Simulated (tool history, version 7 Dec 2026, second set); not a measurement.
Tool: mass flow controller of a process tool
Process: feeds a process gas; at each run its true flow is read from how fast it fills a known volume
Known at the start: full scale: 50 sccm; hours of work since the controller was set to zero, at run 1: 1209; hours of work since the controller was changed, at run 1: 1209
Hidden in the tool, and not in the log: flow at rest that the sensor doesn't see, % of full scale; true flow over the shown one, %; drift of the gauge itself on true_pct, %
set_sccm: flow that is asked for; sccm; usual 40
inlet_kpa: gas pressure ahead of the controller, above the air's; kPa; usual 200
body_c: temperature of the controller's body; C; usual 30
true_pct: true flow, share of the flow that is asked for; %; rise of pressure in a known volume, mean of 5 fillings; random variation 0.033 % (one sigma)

run      day  set_sccm  inlet_kpa  body_c  hours of work since the controller was set to zero  hours of work since the controller was changed  true_pct
  1        0        40        200      30                                                1209                                            1209     99.31
  2    4.983        40        200      30                                                1301                                            1301      99.4
  3    9.188        40        200      22                                                1379                                            1379    100.29
  4   12.696        40        200      22                                                1445                                            1445    100.27
  5   16.154        40        200      22                                                1509                                            1509    100.27
  6   19.479        40        200      22                                                1571                                            1571    100.25
  7   27.125        40        200      30                                                1713                                            1713     99.27
  8    30.65        40        200      30                                                1779                                            1779     99.25
  9     34.3        40        200      30                                                1846                                            1846      99.3
 10   38.688        23        200      30                                                1928                                            1928     98.79
 11   45.779        40        200      30                                                2060                                            2060     99.28
 12   49.125         5        200      30                                                2122                                            2122     96.26
 13   56.592         5        200      30                                                2261                                            2261     96.12
 14    63.15         5        200      30                                                2383                                            2383        96
 15   68.925        32        200      39                                                2490                                            2490        98
 16   72.808         9        147      34                                                2562                                            2562     97.23
 17   78.117        45        147      34                                                2661                                            2661     99.26
 18   84.838         5        195      24                                                2786                                            2786     96.29
 19   89.679        29        159      32                                                2876                                            2876     98.99
 20   96.542        29        159      27                                                3004                                            3004     99.54
 21  103.525         6        245      30                                                3134                                            3134     95.54
 22  109.925        14        170      22                                                3253                                            3253     99.07
 23  115.512        13        156      30                                                3356                                            3356     98.01
 24  120.496        13        156      30                                                3449                                            3449     97.94
 25  128.462         6        183      27                                                3597                                            3597     95.91
 26  136.492        13        160      20                                                3747                                            3747     98.94
 27  141.375         5        200      30                                                3837                                            3837     94.35

5 ways to go on from here, each from the tool as it stands after run 27. What would each give?
  A  145.008        21        199      35                                                3905                                            3905         ?
  B  145.008         5        168      30                                                3905                                            3905         ?
  C  145.008        30        232      30                                                3905                                            3905         ?
  D  145.008        11        154      36                                                3905                                            3905         ?
  E  145.008        22        276      24                                                3905                                            3905         ?

run  true_pct
  A     97.83
  B     94.44
  C     98.61
  D     96.73
  E     98.69
Without the tool's hidden state the same runs would have given:
run  true_pct
  A     98.53
  B     99.08
  C     98.94
  D     98.54
  E     99.32
